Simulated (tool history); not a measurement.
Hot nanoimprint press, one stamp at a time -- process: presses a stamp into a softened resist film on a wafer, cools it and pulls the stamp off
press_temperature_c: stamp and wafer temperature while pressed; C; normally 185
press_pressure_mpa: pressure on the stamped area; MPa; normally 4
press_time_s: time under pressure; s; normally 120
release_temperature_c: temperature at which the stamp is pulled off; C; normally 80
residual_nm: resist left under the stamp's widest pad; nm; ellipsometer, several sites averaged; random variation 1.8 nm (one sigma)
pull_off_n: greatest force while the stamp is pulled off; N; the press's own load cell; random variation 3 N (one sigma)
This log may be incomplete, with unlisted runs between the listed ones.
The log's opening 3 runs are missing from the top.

run	hour	press_temperature_c	press_pressure_mpa	press_time_s	release_temperature_c	hours of work since the thermocouple was calibrated	imprints on the stamp's release coat	hours of work since the press's seals were changed	residual_nm	pull_off_n
4	65	185	4	120	80	318	208	498	289.6	197
5	83	185	4	120	80	331	266	512	288.9	190
6	107.6	185	4	120	80	350	345	530	289.5	195
7	137.6	185	4	66	80	372	441	553	345.6	192
8	173.9	185	4	66	80	400	558	580	344.3	189
9	209.8	185	4.4	66	80	427	673	607	334.8	192
10	239.1	185	4.4	66	80	449	767	629	330.5	195
11	261	185	4.4	66	80	466	838	646	337.7	199
12	282.3	185	4.4	78	80	482	906	662	318.3	191
# hour 299.6: plate thermocouple calibrated
13	326.1	185	4.4	78	80	20	1037	693	321.6	195
# hour 365: stamp cleaned and given a new release coat
14	369.2	185	4.4	78	80	48	14	721	317.3	192
15	412.4	185	4.4	78	80	80	152	753	318.8	193
16	440.6	185	4	120	76	102	243	774	290.3	210
17	469.3	174	4	120	80	123	335	796	399.6	191
18	502.6	184	4.56	120	80	149	442	821	286.3	190
19	530.5	178	3.95	120	80	170	532	842	366.5	194

The next listed run, before its measurement:
# hour 542.6: press's hydraulic seals changed and the load cell set to zero
20	572.5	179	3.78	171	80	195	641	23	?	?

{"run 20": {"residual_nm": 327.3, "pull_off_n": 194}}
Had the tool carried no hidden state, the very same run would have given residual_nm 327.8 nm, pull_off_n 194 N.

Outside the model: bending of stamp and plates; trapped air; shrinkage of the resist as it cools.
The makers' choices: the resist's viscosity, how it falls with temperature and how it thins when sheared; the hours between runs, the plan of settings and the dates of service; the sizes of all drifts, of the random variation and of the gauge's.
